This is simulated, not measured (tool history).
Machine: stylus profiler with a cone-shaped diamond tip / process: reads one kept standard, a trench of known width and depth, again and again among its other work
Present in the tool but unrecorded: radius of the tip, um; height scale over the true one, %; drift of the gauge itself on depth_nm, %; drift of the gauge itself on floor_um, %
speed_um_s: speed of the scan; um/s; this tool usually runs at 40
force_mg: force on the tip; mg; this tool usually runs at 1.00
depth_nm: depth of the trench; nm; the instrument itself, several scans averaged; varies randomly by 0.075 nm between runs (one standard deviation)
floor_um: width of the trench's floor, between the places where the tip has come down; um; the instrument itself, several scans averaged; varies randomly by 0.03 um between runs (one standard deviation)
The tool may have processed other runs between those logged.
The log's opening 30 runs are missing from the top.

run	day	speed_um_s	force_mg	scans with this tip	hours of work since the height scale was calibrated	depth_nm	floor_um
31	21.679	72	2.82	1152	90	201.74	96.81
32	22.500	78	0.37	1307	102	200.30	96.53
33	23.342	39	0.97	1467	115	200.70	96.79
34	23.767	73	1.00	1547	121	200.59	96.59
35	24.512	30	2.80	1688	132	201.50	96.74
36	24.925	30	2.80	1766	138	201.54	96.66
37	25.579	141	0.38	1890	148	200.21	96.17
38	26.075	63	1.61	1984	155	200.89	96.59
39	26.679	63	1.61	2098	164	200.90	96.59
40	27.588	63	1.61	2269	177	201.03	96.55
41	28.108	63	1.61	2368	185	200.86	96.44
42	28.596	59	1.78	2460	192	200.94	96.55
43	29.117	116	0.52	2559	200	200.20	96.17
44	29.992	116	0.52	2724	213	200.27	96.17
45	30.625	116	0.52	2844	222	200.30	96.13

5 ways to go on from here, each from the tool as it stands after run 45. What would each give?
A	31.096	47	1.00	2933	229	?	?
B	31.096	134	0.57	2933	229	?	?
C	31.096	13	2.64	2933	229	?	?
D	31.096	116	0.88	2933	229	?	?
E	31.096	135	1.09	2933	229	?	?

run	depth_nm	floor_um
A	200.47	96.38
B	200.22	96.08
C	201.18	96.50
D	200.49	96.19
E	200.61	96.22
The same runs, with their run-to-run variation unchanged, on a tool lacking any hidden condition would have given:
run	depth_nm	floor_um
A	200.75	97.04
B	200.51	96.74
C	201.47	97.16
D	200.78	96.86
E	200.89	96.88
